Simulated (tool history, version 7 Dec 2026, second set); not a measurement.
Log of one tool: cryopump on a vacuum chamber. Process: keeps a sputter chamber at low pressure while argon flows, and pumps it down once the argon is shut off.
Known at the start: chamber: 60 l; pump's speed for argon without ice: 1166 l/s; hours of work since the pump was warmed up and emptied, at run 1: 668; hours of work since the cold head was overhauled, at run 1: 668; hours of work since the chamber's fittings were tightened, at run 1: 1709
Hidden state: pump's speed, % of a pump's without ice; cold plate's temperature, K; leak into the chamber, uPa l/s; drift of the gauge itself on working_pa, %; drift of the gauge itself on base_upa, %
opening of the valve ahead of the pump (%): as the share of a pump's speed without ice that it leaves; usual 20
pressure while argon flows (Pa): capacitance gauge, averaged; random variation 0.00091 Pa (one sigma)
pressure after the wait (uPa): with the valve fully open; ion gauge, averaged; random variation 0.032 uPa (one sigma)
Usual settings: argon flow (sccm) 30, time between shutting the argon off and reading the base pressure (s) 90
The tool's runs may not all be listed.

run,hour,argon flow (sccm),time between shutting the argon off and reading the base pressure (s),opening of the valve ahead of the pump (%),hours of work since the pump was warmed up and emptied,hours of work since the cold head was overhauled,hours of work since the chamber's fittings were tightened,pressure while argon flows (Pa),pressure after the wait (uPa)
1,0,30,90,20,668,668,1709,0.2249,3.56
2,44.4,30,90,20,702,702,1743,0.2239,3.59
3,90,30,90,27,737,737,1779,0.1697,3.64
4,154.9,30,90,22,787,787,1828,0.2064,3.69
5,206.3,30,90,20,826,826,1868,0.2259,3.67
6,259.3,30,90,20,867,867,1909,0.2252,3.94
7,321.6,30,90,20,915,915,1956,0.2292,3.95
8,351.8,30,90,20,938,938,1980,0.2276,3.94
9,391.6,30,90,20,969,969,2010,0.2286,3.99
10,427,30,90,20,996,996,2037,0.2297,3.95
11,455.2,16,135,45,1017,1017,2059,0.0587,3.52
12,494.4,30,90,18,1048,1048,2089,0.2525,4.17
13,546.9,37,70,49,1088,1088,2130,0.1255,4.69
# hour 566.8: pump warmed up, emptied and cooled again
14,616.6,43,36,50,38,1138,2179,0.1266,5.88
15,674.6,30,76,21,83,1182,2224,0.2073,4.02
16,716.1,30,90,19,115,1214,2256,0.2296,3.75
17,783.8,30,90,49,167,1266,2308,0.0912,3.82
18,820.7,30,186,27,195,1294,2336,0.1629,3.15

3 ways to go on from here, each from the tool as it stands after run 18. What would each give?
A,859.5,17,37,27,225,1324,2366,?,?
B,859.5,30,83,20,225,1324,2366,?,?
C,859.5,30,186,19,225,1324,2366,?,?

run,pressure while argon flows (Pa),pressure after the wait (uPa)
A,0.0923,5.88
B,0.2207,3.99
C,0.2299,3.21
Without the tool's hidden state the same runs would have given:
run,pressure while argon flows (Pa),pressure after the wait (uPa)
A,0.0909,3.66
B,0.2181,1.76
C,0.2274,0.95

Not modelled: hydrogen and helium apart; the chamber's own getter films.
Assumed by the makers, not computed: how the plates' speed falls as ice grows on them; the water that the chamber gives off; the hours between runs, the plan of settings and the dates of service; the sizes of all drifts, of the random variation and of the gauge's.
